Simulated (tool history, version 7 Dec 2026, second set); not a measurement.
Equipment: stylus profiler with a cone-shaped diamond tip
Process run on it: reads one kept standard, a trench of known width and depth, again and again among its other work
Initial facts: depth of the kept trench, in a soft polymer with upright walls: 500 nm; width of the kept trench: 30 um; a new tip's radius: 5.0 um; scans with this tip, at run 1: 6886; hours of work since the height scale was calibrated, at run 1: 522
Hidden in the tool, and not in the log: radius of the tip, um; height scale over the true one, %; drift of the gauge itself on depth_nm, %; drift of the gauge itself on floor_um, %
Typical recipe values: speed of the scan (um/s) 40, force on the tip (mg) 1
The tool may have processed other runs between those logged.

run	hour	speed of the scan (um/s)	force on the tip (mg)	scans with this tip	hours of work since the height scale was calibrated	depth of the trench (nm)	width of the trench's floor (µm)
1	0	40	1	6886	522	502.81	23.44
2	54	40	1	7030	553	502.72	23.34
3	81.6	40	1	7103	568	502.64	23.35
4	124.5	40	1	7216	593	502.74	23.41
5	188.9	40	1	7387	629	502.8	23.32
6	237.1	40	1	7515	656	502.69	23.29
7	287.1	40	1	7647	685	502.62	23.26
8	349.4	40	2.09	7813	720	504.75	23.37
9	385.2	40	2.09	7907	740	504.74	23.24
10	437.2	40	0.73	8045	770	501.89	23.09
11	471.4	58	0.73	8136	789	501.93	22.92
12	530.7	58	0.73	8293	823	501.81	22.88
13	574.6	58	0.73	8410	848	501.74	22.95
14	614.1	58	0.73	8514	870	501.77	22.86
# hour 666.9: height scale calibrated on a step standard
15	666.9	58	2.58	8653	0	504.98	23.08
16	697.4	43	1	8734	17	501.73	22.98
17	748	40	2.63	8868	46	504.94	23.1
18	792.3	105	0.68	8985	71	501	22.38
19	833.5	47	1.31	9094	94	502.37	22.87
20	862.3	14	0.72	9171	111	501.1	23
21	920.2	18	0.47	9324	144	500.38	23.03
22	958	48	1.07	9425	165	501.72	22.82
# hour 972.3: height scale calibrated on a step standard, once more
23	990.9	52	1.04	9511	11	503.79	22.74
24	1044.2	20	1.8	9652	41	505.28	23.02
25	1097.7	11	1.59	9794	71	504.92	22.98
26	1144.3	11	1.59	9917	98	504.84	22.98
27	1179.7	104	1.2	10011	118	504.02	22.39
28	1209.9	31	1.02	10091	135	503.52	22.73
29	1275.1	59	0.61	10264	172	502.45	22.49
30	1304.1	59	0.61	10341	188	502.25	22.42
31	1332.5	18	0.61	10416	204	502.42	22.76
32	1392	18	0.61	10574	238	502.35	22.73
33	1455.5	18	0.61	10742	274	502.35	22.68
34	1486.7	30	0.47	10825	292	501.88	22.51

3 ways to go on from here, each from the tool as it stands after run 34. What would each give?
A	1518.2	40	1.37	10908	310	?	?
B	1518.2	93	1.54	10908	310	?	?
C	1518.2	17	1	10908	310	?	?

run	depth of the trench (nm)	width of the trench's floor (µm)
A	503.99	22.56
B	504.47	22.27
C	503.3	22.71
Without the tool's unlogged condition, the same runs would have read:
run	depth of the trench (nm)	width of the trench's floor (µm)
A	504.17	25.41
B	504.66	25.11
C	503.48	25.56
